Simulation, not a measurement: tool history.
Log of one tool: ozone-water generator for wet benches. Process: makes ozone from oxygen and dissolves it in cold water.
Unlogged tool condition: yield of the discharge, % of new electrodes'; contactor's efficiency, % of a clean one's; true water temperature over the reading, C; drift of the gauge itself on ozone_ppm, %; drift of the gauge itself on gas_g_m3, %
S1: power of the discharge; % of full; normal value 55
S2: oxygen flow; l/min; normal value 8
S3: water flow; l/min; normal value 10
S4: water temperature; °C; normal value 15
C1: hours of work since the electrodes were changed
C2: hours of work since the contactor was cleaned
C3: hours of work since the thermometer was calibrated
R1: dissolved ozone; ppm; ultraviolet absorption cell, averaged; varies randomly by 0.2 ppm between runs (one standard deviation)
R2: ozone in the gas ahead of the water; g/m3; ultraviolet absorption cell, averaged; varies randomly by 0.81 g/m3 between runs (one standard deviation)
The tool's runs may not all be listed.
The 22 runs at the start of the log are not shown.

run 23 hour=2057.4 | S1=64 S2=8 S3=10 S4=13 | C1=2398 C2=7402 C3=3856 | R1=37.5 R2=184.5
run 24 hour=2181.4 | S1=64 S2=8 S3=10 S4=13 | C1=2498 C2=7502 C3=3956 | R1=37.2 R2=184.1
run 25 hour=2276.9 | S1=64 S2=8 S3=10 S4=13 | C1=2574 C2=7579 C3=4033 | R1=37.6 R2=184.1
run 26 hour=2403.4 | S1=64 S2=8 S3=10 S4=17 | C1=2676 C2=7681 C3=4135 | R1=33.9 R2=185.6
run 27 hour=2479 | S1=55 S2=12.49 S3=10 S4=8 | C1=2737 C2=7742 C3=4195 | R1=36.1 R2=139.6
run 28 hour=2567.6 | S1=55 S2=12.49 S3=10 S4=7 | C1=2808 C2=7813 C3=4267 | R1=37.3 R2=140.3
-- hour=2628 contactor cleaned
run 29 hour=2696.4 | S1=55 S2=14.11 S3=6 S4=7 | C1=2909 C2=55 C3=4367 | R1=46.2 R2=132.6
run 30 hour=2803.8 | S1=74 S2=4.4 S3=8 S4=12 | C1=2995 C2=142 C3=4454 | R1=49.8 R2=255
run 31 hour=2923 | S1=57 S2=12.49 S3=9 S4=11 | C1=3091 C2=237 C3=4549 | R1=37.5 R2=142
run 32 hour=3025.5 | S1=50 S2=7.65 S3=9 S4=11 | C1=3174 C2=320 C3=4632 | R1=34.5 R2=151.3

Predict each of these 5 candidate next runs independently; none follows another, all start after run 32:
run A hour=3081.1 | S1=57 S2=7.65 S3=9 S4=15 | C1=3218 C2=365 C3=4677 | R1=? R2=?
run B hour=3081.1 | S1=59 S2=7.65 S3=9 S4=11 | C1=3218 C2=365 C3=4677 | R1=? R2=?
run C hour=3081.1 | S1=55 S2=8 S3=13 S4=15 | C1=3218 C2=365 C3=4677 | R1=? R2=?
run D hour=3081.1 | S1=52 S2=10.68 S3=8 S4=11 | C1=3218 C2=365 C3=4677 | R1=? R2=?
run E hour=3081.1 | S1=67 S2=8 S3=10 S4=15 | C1=3218 C2=365 C3=4677 | R1=? R2=?

run=A R1=35.3 R2=169
run=B R1=39.5 R2=174.6
run=C R1=27.1 R2=161
run=D R1=36.9 R2=139.7
run=E R1=38.5 R2=190.5
Take away the tool's hidden state, keep each run's random variation, and the runs would have read:
run=A R1=36.8 R2=173.8
run=B R1=41.1 R2=179.8
run=C R1=28.1 R2=165.4
run=D R1=38.3 R2=143.3
run=E R1=40.2 R2=196.8

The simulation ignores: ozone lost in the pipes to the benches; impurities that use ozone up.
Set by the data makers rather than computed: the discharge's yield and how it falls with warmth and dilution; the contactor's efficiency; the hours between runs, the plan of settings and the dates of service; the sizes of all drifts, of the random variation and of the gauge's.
